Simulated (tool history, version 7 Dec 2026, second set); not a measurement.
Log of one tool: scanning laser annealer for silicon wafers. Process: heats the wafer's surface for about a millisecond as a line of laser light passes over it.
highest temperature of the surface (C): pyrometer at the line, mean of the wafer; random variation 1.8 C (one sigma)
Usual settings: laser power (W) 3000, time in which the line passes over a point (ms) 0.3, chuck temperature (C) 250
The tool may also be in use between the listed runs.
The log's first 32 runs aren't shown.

run	hour	laser power (W)	time in which the line passes over a point (ms)	chuck temperature (C)	hours of work since the window was cleaned	hours of work since the power meter was calibrated	hours of work since the optics were aligned	highest temperature of the surface (C)
33	524.8	3183	0.349	264	91	744	362	1206
34	535.2	2828	0.324	264	97	750	369	1065
35	553.2	2729	0.268	264	109	762	381	959
36	569.9	2729	0.375	254	121	774	392	1100
37	584.6	3057	0.327	254	130	783	402	1125
38	593.6	2777	0.271	214	136	789	408	925
39	606.8	3288	0.3	250	145	798	417	1138
40	616.2	3000	0.379	212	151	804	423	1137
41	630.1	3255	0.353	262	161	814	432	1222

Forecast each of these 4 alternatives for the next run:
A	648.6	3255	0.353	278	173	826	444	?
B	648.6	3000	0.216	246	173	826	444	?
C	648.6	3050	0.338	241	173	826	444	?
D	648.6	3127	0.353	262	173	826	444	?

run	highest temperature of the surface (C)
A	1244
B	917
C	1125
D	1189
Without the tool's hidden state the same runs would have given:
run	highest temperature of the surface (C)
A	1257
B	926
C	1137
D	1201
